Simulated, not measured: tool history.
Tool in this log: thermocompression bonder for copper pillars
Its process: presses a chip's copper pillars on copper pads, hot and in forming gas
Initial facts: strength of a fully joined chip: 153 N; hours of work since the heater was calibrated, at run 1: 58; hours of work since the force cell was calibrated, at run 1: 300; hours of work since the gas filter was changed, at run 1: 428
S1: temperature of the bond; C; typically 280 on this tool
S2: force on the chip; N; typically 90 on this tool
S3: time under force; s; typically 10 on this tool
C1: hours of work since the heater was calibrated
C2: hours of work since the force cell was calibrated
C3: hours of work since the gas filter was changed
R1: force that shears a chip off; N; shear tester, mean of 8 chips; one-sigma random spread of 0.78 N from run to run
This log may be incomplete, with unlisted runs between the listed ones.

| run | hour | S1 | S2 | S3 | C1 | C2 | C3 | R1 |
|---|---|---|---|---|---|---|---|---|
| 1 | 0 | 280 | 90 | 10 | 58 | 300 | 428 | 55.2 |
| 2 | 29.6 | 280 | 108 | 10 | 80 | 322 | 450 | 63.5 |
|  | 46.9 | forming gas filter changed |
| 3 | 63 | 280 | 108 | 10 | 105 | 347 | 12 | 71.6 |
| 4 | 90.4 | 280 | 108 | 10 | 126 | 368 | 33 | 72.7 |
| 5 | 127.7 | 280 | 108 | 10 | 154 | 396 | 61 | 69.2 |
| 6 | 161.2 | 280 | 108 | 10 | 179 | 421 | 86 | 71.8 |
| 7 | 190.4 | 280 | 108 | 10 | 201 | 443 | 108 | 71.3 |
| 8 | 224.4 | 280 | 108 | 10 | 227 | 469 | 134 | 71.1 |
| 9 | 265.2 | 280 | 108 | 10 | 258 | 500 | 165 | 69.4 |
| 10 | 285.3 | 280 | 108 | 10 | 273 | 515 | 180 | 70.9 |
| 11 | 316.8 | 289 | 70 | 6 | 297 | 539 | 204 | 38.6 |
| 12 | 358.9 | 289 | 70 | 6 | 328 | 571 | 236 | 39.8 |
| 13 | 390.7 | 289 | 70 | 6 | 352 | 595 | 260 | 37.3 |
| 14 | 418.5 | 255 | 103 | 6 | 373 | 616 | 281 | 40.9 |
| 15 | 443.9 | 255 | 103 | 6 | 393 | 635 | 300 | 39.3 |
| 16 | 471.4 | 275 | 103 | 21 | 413 | 656 | 321 | 80.2 |
| 17 | 490 | 276 | 76 | 12 | 427 | 670 | 335 | 48.7 |
| 18 | 528.3 | 276 | 76 | 12 | 456 | 699 | 364 | 47.8 |
| 19 | 566.2 | 276 | 58 | 12 | 485 | 727 | 392 | 34.5 |
| 20 | 606.6 | 276 | 58 | 12 | 515 | 758 | 423 | 34.4 |

Branching from run 20: 5 alternative next runs. What would each branch give?
| A | 628.8 | 302 | 90 | 11 | 532 | 775 | 440 | ? |
| B | 628.8 | 305 | 125 | 10 | 532 | 775 | 440 | ? |
| C | 628.8 | 276 | 99 | 20 | 532 | 775 | 440 | ? |
| D | 628.8 | 294 | 126 | 12 | 532 | 775 | 440 | ? |
| E | 628.8 | 276 | 58 | 25 | 532 | 775 | 440 | ? |

| run | R1 |
|---|---|
| A | 72.1 |
| B | 95.6 |
| C | 75.1 |
| D | 92.6 |
| E | 46.5 |
Without the tool's hidden state the same runs would have given:
| run | R1 |
|---|---|
| A | 77.7 |
| B | 103.8 |
| C | 80.5 |
| D | 100.4 |
| E | 49.4 |
